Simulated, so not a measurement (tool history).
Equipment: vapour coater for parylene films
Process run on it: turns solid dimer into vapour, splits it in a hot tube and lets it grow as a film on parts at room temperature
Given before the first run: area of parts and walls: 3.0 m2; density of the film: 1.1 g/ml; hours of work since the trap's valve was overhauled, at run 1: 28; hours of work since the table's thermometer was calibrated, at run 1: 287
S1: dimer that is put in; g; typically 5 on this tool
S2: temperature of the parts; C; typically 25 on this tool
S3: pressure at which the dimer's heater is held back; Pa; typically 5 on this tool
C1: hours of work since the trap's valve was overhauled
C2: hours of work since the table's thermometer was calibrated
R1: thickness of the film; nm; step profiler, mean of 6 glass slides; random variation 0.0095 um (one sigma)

run,hour,S1,S2,S3,C1,C2,R1
1,0,5,25,5,28,287,901
2,20.3,5,25,5,37,295,909
3,40.1,5,25,5,46,304,913
4,51.4,5,25,11.13,50,309,733
5,63,5,25,11.13,55,314,743
6,78.3,5,25,11.13,62,320,735
7,88.9,3,25,5,67,325,541
8,100.2,3,25,5,71,330,543
9,120.4,3,25,5,80,338,549
10,138.9,5,18,5,88,346,1083
11,160.2,6,18,5,97,355,1306
12,179.5,6,18,5,105,364,1289
13,201.7,5,25,2.32,115,373,1086
14,219.1,5,25,2.32,122,381,1103
15,229,5,25,2.32,127,385,1092
16,252.6,5,25,2.32,137,395,1104
17,267,5,25,5,143,401,916
18,287.4,5,25,5,152,410,909
19,299.2,5,25,5,157,415,907
20,315.5,5,18,10.78,164,422,908
21,329.3,5,18,10.78,170,428,883
22,344.1,5,18,10.78,176,434,892
23,367.3,6,27,5,186,444,1027
24,389,3,26,3.57,195,454,567
25,407,2,26,2.25,203,461,442
26,428.2,6,21,3.21,212,470,1333
27,441.2,5,21,11.04,218,476,816
28,464.1,3,19,5,228,486,642
29,480.7,5,25,7.98,235,493,810
# hour 493.2: trap's valve overhauled
30,502,7,21,7.98,4,500,1261
31,525.1,5,20,5.53,14,510,1013
32,548.5,3,21,2.51,24,520,708
33,560.2,3,21,2.51,29,525,694
34,571.3,2,25,5.75,34,530,362

Branching from run 34: 4 alternative next runs. What would each branch give?
A,586,8,18,9.23,40,536,?
B,586,5,21,5,40,536,?
C,586,8,25,5.75,40,536,?
D,586,5,20,5,40,536,?

run,R1
A,1475
B,1004
C,1421
D,1047
Without the tool's unlogged condition, the same runs would have read:
run,R1
A,1476
B,1004
C,1422
D,1048
